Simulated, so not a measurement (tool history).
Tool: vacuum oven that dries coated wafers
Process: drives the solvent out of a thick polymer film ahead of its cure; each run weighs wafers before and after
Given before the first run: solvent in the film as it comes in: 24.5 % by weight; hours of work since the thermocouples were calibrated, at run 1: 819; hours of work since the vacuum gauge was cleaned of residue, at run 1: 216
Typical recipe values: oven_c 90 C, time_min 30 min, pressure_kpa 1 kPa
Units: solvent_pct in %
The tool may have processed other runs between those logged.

run	day	oven_c	time_min	pressure_kpa	hours of work since the thermocouples were calibrated	hours of work since the vacuum gauge was cleaned of residue	solvent_pct
1	0	90	30	1	819	216	4.3
2	0.612	93	30	1	827	225	3.66
3	1.142	93	30	1	834	232	3.59
4	1.558	93	30	1	839	237	3.47
5	2.367	90	30	1	850	248	4.43
# day 2.512: oven's thermocouples calibrated
6	2.892	90	30	1	5	254	4.43
7	3.425	90	30	1	12	261	4.57
8	3.812	79	35	1	17	266	7.14
9	4.388	93	16	1.54	25	274	7.93
10	5.046	90	30	1.19	34	283	4.49
11	5.5	101	30	1.19	40	289	1.89
12	6.112	83	30	1.19	48	297	6.95
# day 6.496: oven's thermocouples calibrated, once more
13	6.829	83	30	1.19	4	306	6.47
14	7.392	104	31	1.01	12	313	1.03

Hidden state at the last listed run before each entry between runs and at the first one after, where it differs:
In the gap between runs 5 and 6: oven's thermocouples calibrated (day 2.512)
  true wafer temperature over the reading, C: -1.26 -> -1.4; true pressure over the reading, kPa: 0.043 -> 0.044
  the result without the hidden state subtracted from the measured one, solvent_pct: +0.4 -> +0.44 %
In the gap between runs 12 and 13: oven's thermocouples calibrated, once more (day 6.496)
  true wafer temperature over the reading, C: -1.46 -> 0.02; true pressure over the reading, kPa: 0.053 -> 0.054
  the result without the hidden state subtracted from the measured one, solvent_pct: +0.53 -> +0.02 %
